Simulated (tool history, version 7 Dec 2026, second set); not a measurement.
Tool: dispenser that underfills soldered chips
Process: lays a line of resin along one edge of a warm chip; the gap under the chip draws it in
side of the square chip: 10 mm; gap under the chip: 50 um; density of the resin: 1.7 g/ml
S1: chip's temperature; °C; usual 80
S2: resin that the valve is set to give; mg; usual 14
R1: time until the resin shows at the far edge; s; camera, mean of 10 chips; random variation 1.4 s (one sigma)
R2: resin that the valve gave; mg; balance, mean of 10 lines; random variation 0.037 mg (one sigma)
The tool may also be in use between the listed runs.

{"run": 1, "hour": 0.0, "S1": 80, "S2": 14, "R1": 213.9, "R2": 13.77}
{"run": 2, "hour": 7.7, "S1": 80, "S2": 12.5, "R1": 142.4, "R2": 12.31}
{"run": 3, "hour": 16.8, "S1": 80, "S2": 14, "R1": 220.3, "R2": 13.73}
{"run": 4, "hour": 30.2, "S1": 80, "S2": 14, "R1": 174.7, "R2": 13.98}
{"run": 5, "hour": 47.1, "S1": 80, "S2": 14, "R1": 182.5, "R2": 13.99}
{"run": 6, "hour": 55.9, "S1": 80, "S2": 14, "R1": 280.3, "R2": 13.92}
{"run": 7, "hour": 71.3, "S1": 80, "S2": 16.5, "R1": 266.7, "R2": 16.31}
{"run": 8, "hour": 82.3, "S1": 87, "S2": 14, "R1": 150.8, "R2": 13.79}
{"run": 9, "hour": 99.3, "S1": 76, "S2": 14, "R1": 224.6, "R2": 14}
{"run": 10, "hour": 109.9, "S1": 80, "S2": 12.7, "R1": 141.7, "R2": 12.69}
{"run": 11, "hour": 120.9, "S1": 80, "S2": 12.7, "R1": 245.1, "R2": 12.61}
{"run": 12, "hour": 130.6, "S1": 80, "S2": 15.1, "R1": 170.5, "R2": 14.93}
{"run": 13, "hour": 139.7, "S1": 80, "S2": 14, "R1": 266.9, "R2": 13.93}
{"run": 14, "hour": 156.0, "S1": 80, "S2": 14, "R1": 259.1, "R2": 13.7}
{"run": 15, "hour": 165.5, "S1": 80, "S2": 14, "R1": 178.3, "R2": 13.96}
{"run": 16, "hour": 173.3, "S1": 80, "S2": 14, "R1": 264.4, "R2": 13.9}
{"run": 17, "hour": 184.4, "S1": 80, "S2": 14, "R1": 199.2, "R2": 13.92}
{"run": 18, "hour": 201.4, "S1": 80, "S2": 13.1, "R1": 211.8, "R2": 12.9}
{"run": 19, "hour": 209.0, "S1": 65, "S2": 13.7, "R1": 586.9, "R2": 13.52}
{"run": 20, "hour": 221.5, "S1": 67, "S2": 13.9, "R1": 459.7, "R2": 13.7}
{"run": 21, "hour": 236.0, "S1": 65, "S2": 16.7, "R1": 457.6, "R2": 16.3}
{"run": 22, "hour": 251.2, "S1": 87, "S2": 14.1, "R1": 154.7, "R2": 14.07}
{"run": 23, "hour": 268.0, "S1": 70, "S2": 15.5, "R1": 321.2, "R2": 15.38}
{"run": 24, "hour": 282.8, "S1": 81, "S2": 12.9, "R1": 182.7, "R2": 12.81}
{"run": 25, "hour": 290.2, "S1": 85, "S2": 13.4, "R1": 222.9, "R2": 13.29}
{"run": 26, "hour": 300.3, "S1": 76, "S2": 13.6, "R1": 242.4, "R2": 13.41}
{"run": 27, "hour": 318.1, "S1": 85, "S2": 14.2, "R1": 159.7, "R2": 14.15}
{"run": 28, "hour": 331.4, "S1": 90, "S2": 13.2, "R1": 108.8, "R2": 13.13}
{"run": 29, "hour": 347.7, "S1": 80, "S2": 12.4, "R1": 167.3, "R2": 12.28}
{"run": 30, "hour": 364.8, "S1": 90, "S2": 14.4, "R1": 108.3, "R2": 14.14}
{"run": 31, "hour": 374.3, "S1": 73, "S2": 14, "R1": 361.4, "R2": 13.74}
{"run": 32, "hour": 390.2, "S1": 87, "S2": 12.6, "R1": 189.7, "R2": 12.6}
{"run": 33, "hour": 401.3, "S1": 87, "S2": 12.6, "R1": 151.5, "R2": 12.5}
{"run": 34, "hour": 417.7, "S1": 81, "S2": 14, "R1": 191.2, "R2": 13.85}
{"run": 35, "hour": 431.1, "S1": 92, "S2": 13.7, "R1": 102.7, "R2": 13.49}

Not shown: 32 entries that the log had between the listed runs. Between which runs, and how does the tool's hidden state differ before and after?
Between runs 1 and 2: new syringe of resin (hour 7.7)
  resin's viscosity, % of fresh resin's: 153.2 -> 100.3; dose that the valve gives, % of what is set: 98.27 -> 98.06; true chip temperature over the reading, C: -0.73 -> -0.75
  measured less the result without the state, R1: +78.7 -> +5.3 s; R2: -0.24 -> -0.24 mg
Between runs 3 and 4: dispensing valve cleaned and set on the balance (hour 20.2); new syringe of resin (hour 25.1)
  resin's viscosity, % of fresh resin's: 158.2 -> 128.7; dose that the valve gives, % of what is set: 97.76 -> 100.11; true chip temperature over the reading, C: -0.77 -> -0.8
  measured less the result without the state, R1: +86.2 -> +43.3 s; R2: -0.32 -> +0.02 mg
Between runs 4 and 5: new syringe of resin (hour 41.5)
  resin's viscosity, % of fresh resin's: 128.7 -> 130.7; dose that the valve gives, % of what is set: 100.11 -> 99.61; true chip temperature over the reading, C: -0.8 -> -0.85
  measured less the result without the state, R1: +43.3 -> +47.7 s; R2: +0.02 -> -0.05 mg
Between runs 6 and 7: new syringe of resin (hour 57.9)
  resin's viscosity, % of fresh resin's: 202.5 -> 191.2; dose that the valve gives, % of what is set: 99.34 -> 98.86; true chip temperature over the reading, C: -0.87 -> -0.91
  measured less the result without the state, R1: +147 -> +132.7 s; R2: -0.09 -> -0.19 mg
Between runs 7 and 8: new syringe of resin (hour 75)
  resin's viscosity, % of fresh resin's: 191.2 -> 143.8; dose that the valve gives, % of what is set: 98.86 -> 98.53; true chip temperature over the reading, C: -0.91 -> -0.94
  measured less the result without the state, R1: +132.7 -> +50 s; R2: -0.19 -> -0.2 mg
Between runs 8 and 9: new syringe of resin (hour 92.1); dispensing valve cleaned and set on the balance (hour 93.1)
  resin's viscosity, % of fresh resin's: 143.8 -> 134.6; dose that the valve gives, % of what is set: 98.53 -> 99.96; true chip temperature over the reading, C: -0.94 -> -0.99
  measured less the result without the state, R1: +50 -> +64.5 s; R2: -0.2 -> -0.01 mg
Between runs 9 and 10: new syringe of resin (hour 109.9)
  resin's viscosity, % of fresh resin's: 134.6 -> 98.4; dose that the valve gives, % of what is set: 99.96 -> 99.65; true chip temperature over the reading, C: -0.99 -> -1.01
  measured less the result without the state, R1: +64.5 -> +3.9 s; R2: -0.01 -> -0.04 mg
Between runs 11 and 12: new syringe of resin (hour 127.2)
  resin's viscosity, % of fresh resin's: 170.4 -> 119.7; dose that the valve gives, % of what is set: 99.3 -> 99; true chip temperature over the reading, C: -1.04 -> -1.07
  measured less the result without the state, R1: +107.7 -> +34.3 s; R2: -0.09 -> -0.15 mg
Between runs 13 and 14: new syringe of resin (hour 143.5)
  resin's viscosity, % of fresh resin's: 187.7 -> 185; dose that the valve gives, % of what is set: 98.71 -> 98.27; true chip temperature over the reading, C: -1.09 -> -1.14
  measured less the result without the state, R1: +131.1 -> +126 s; R2: -0.18 -> -0.24 mg
Between runs 14 and 15: new syringe of resin (hour 159.7); dispensing valve cleaned and set on the balance (hour 165.5)
  resin's viscosity, % of fresh resin's: 185 -> 127.4; dose that the valve gives, % of what is set: 98.27 -> 99.75; true chip temperature over the reading, C: -1.14 -> -1.16
  measured less the result without the state, R1: +126 -> +45.1 s; R2: -0.24 -> -0.03 mg
Between runs 16 and 17: new syringe of resin (hour 177.2)
  resin's viscosity, % of fresh resin's: 187.2 -> 142.7; dose that the valve gives, % of what is set: 99.51 -> 99.19; true chip temperature over the reading, C: -1.18 -> -1.21
  measured less the result without the state, R1: +130.1 -> +66.8 s; R2: -0.07 -> -0.11 mg
Between runs 17 and 18: new syringe of resin (hour 193.9)
  resin's viscosity, % of fresh resin's: 142.7 -> 147.1; dose that the valve gives, % of what is set: 99.19 -> 98.69; true chip temperature over the reading, C: -1.21 -> -1.25
  measured less the result without the state, R1: +66.8 -> +75.4 s; R2: -0.11 -> -0.17 mg
Between runs 19 and 20: new syringe of resin (hour 210)
  resin's viscosity, % of fresh resin's: 215 -> 177.5; dose that the valve gives, % of what is set: 98.46 -> 98.07; true chip temperature over the reading, C: -1.27 -> -1.31
  measured less the result without the state, R1: +329.8 -> +216.1 s; R2: -0.21 -> -0.27 mg
Between runs 20 and 21: new syringe of resin (hour 226)
  resin's viscosity, % of fresh resin's: 177.5 -> 166.4; dose that the valve gives, % of what is set: 98.07 -> 97.63; true chip temperature over the reading, C: -1.31 -> -1.35
  measured less the result without the state, R1: +216.1 -> +199.3 s; R2: -0.27 -> -0.4 mg
Between runs 21 and 22: dispensing valve cleaned and set on the balance (hour 238.4); new syringe of resin (hour 244.1)
  resin's viscosity, % of fresh resin's: 166.4 -> 145.2; dose that the valve gives, % of what is set: 97.63 -> 99.9; true chip temperature over the reading, C: -1.35 -> -1.38
  measured less the result without the state, R1: +199.3 -> +54 s; R2: -0.4 -> -0.01 mg
Between runs 22 and 23: new syringe of resin (hour 260.5)
  resin's viscosity, % of fresh resin's: 145.2 -> 145.8; dose that the valve gives, % of what is set: 99.9 -> 99.43; true chip temperature over the reading, C: -1.38 -> -1.42
  measured less the result without the state, R1: +54 -> +114.6 s; R2: -0.01 -> -0.09 mg
Between runs 23 and 24: new syringe of resin (hour 277.4)
  resin's viscosity, % of fresh resin's: 145.8 -> 131.1; dose that the valve gives, % of what is set: 99.43 -> 98.98; true chip temperature over the reading, C: -1.42 -> -1.46
  measured less the result without the state, R1: +114.6 -> +51.9 s; R2: -0.09 -> -0.13 mg
Between runs 25 and 26: new syringe of resin (hour 293.9)
  resin's viscosity, % of fresh resin's: 189.2 -> 139.1; dose that the valve gives, % of what is set: 98.76 -> 98.44; true chip temperature over the reading, C: -1.48 -> -1.51
  measured less the result without the state, R1: +112.3 -> +79.4 s; R2: -0.17 -> -0.21 mg
Between runs 26 and 27: new syringe of resin (hour 310.8); dispensing valve cleaned and set on the balance (hour 311.8)
  resin's viscosity, % of fresh resin's: 139.1 -> 135.5; dose that the valve gives, % of what is set: 98.44 -> 99.81; true chip temperature over the reading, C: -1.51 -> -1.55
  measured less the result without the state, R1: +79.4 -> +49.1 s; R2: -0.21 -> -0.02 mg
Between runs 27 and 28: new syringe of resin (hour 328.9)
  resin's viscosity, % of fresh resin's: 135.5 -> 115.2; dose that the valve gives, % of what is set: 99.81 -> 99.4; true chip temperature over the reading, C: -1.55 -> -1.59
  measured less the result without the state, R1: +49.1 -> +20.3 s; R2: -0.02 -> -0.07 mg
Between runs 28 and 29: new syringe of resin (hour 345.2)
  resin's viscosity, % of fresh resin's: 115.2 -> 113; dose that the valve gives, % of what is set: 99.4 -> 98.86; true chip temperature over the reading, C: -1.59 -> -1.63
  measured less the result without the state, R1: +20.3 -> +29.5 s; R2: -0.07 -> -0.14 mg
Between runs 29 and 30: new syringe of resin (hour 361.9)
  resin's viscosity, % of fresh resin's: 113 -> 115.1; dose that the valve gives, % of what is set: 98.86 -> 98.32; true chip temperature over the reading, C: -1.63 -> -1.68
  measured less the result without the state, R1: +29.5 -> +20.5 s; R2: -0.14 -> -0.24 mg
Between runs 31 and 32: new syringe of resin (hour 378.1); dispensing valve cleaned and set on the balance (hour 384.6)
  resin's viscosity, % of fresh resin's: 184.4 -> 172.8; dose that the valve gives, % of what is set: 98.04 -> 99.68; true chip temperature over the reading, C: -1.7 -> -1.74
  measured less the result without the state, R1: +180.1 -> +87.2 s; R2: -0.27 -> -0.05 mg
Between runs 32 and 33: new syringe of resin (hour 395.3)
  resin's viscosity, % of fresh resin's: 172.8 -> 135.3; dose that the valve gives, % of what is set: 99.68 -> 99.36; true chip temperature over the reading, C: -1.74 -> -1.78
  measured less the result without the state, R1: +87.2 -> +47.5 s; R2: -0.05 -> -0.08 mg
Between runs 33 and 34: new syringe of resin (hour 411.7)
  resin's viscosity, % of fresh resin's: 135.3 -> 135.8; dose that the valve gives, % of what is set: 99.36 -> 98.86; true chip temperature over the reading, C: -1.78 -> -1.82
  measured less the result without the state, R1: +47.5 -> +60.9 s; R2: -0.08 -> -0.16 mg
Between runs 34 and 35: new syringe of resin (hour 428.6)
  resin's viscosity, % of fresh resin's: 135.8 -> 114.6; dose that the valve gives, % of what is set: 98.86 -> 98.44; true chip temperature over the reading, C: -1.82 -> -1.86
  measured less the result without the state, R1: +60.9 -> +19.7 s; R2: -0.16 -> -0.21 mg
